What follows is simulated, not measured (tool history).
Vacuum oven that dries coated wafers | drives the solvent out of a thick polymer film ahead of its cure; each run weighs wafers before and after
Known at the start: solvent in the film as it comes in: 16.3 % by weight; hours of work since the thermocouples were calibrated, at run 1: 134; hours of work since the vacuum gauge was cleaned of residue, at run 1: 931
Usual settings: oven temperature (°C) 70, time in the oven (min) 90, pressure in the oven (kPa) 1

run,day,oven temperature (°C),time in the oven (min),pressure in the oven (kPa),hours of work since the thermocouples were calibrated,hours of work since the vacuum gauge was cleaned of residue,solvent left in the film (%)
1,0,70,90,1,134,931,1.61
2,1.629,70,90,1,151,948,1.69
3,4.604,70,90,1,182,980,1.69
4,8.038,70,90,1.64,218,1016,2.19
5,10.354,70,90,1.64,243,1040,2.15
6,12.375,70,90,1.64,264,1061,2.25
7,14.546,55,140,1.12,287,1084,5.06
8,17.758,64,64,0.55,320,1118,4.18
9,19.238,64,64,0.55,336,1133,4.18
10,20.942,64,64,0.55,354,1151,4.2
11,24.075,61,111,1.24,386,1184,3.87
12,27.15,57,95,1.24,419,1216,6.03

Forecast each of these 5 alternatives for the next run:
A,30.542,82,95,2.43,454,1252,?
B,30.542,57,95,2.46,454,1252,?
C,30.542,57,95,0.84,454,1252,?
D,30.542,66,95,0.65,454,1252,?
E,30.542,72,90,1,454,1252,?

run,solvent left in the film (%)
A,1.37
B,7.46
C,5.6
D,2.1
E,1.42
Without the tool's hidden state the same runs would have given:
run,solvent left in the film (%)
A,1.27
B,7.15
C,5.29
D,1.87
E,1.24
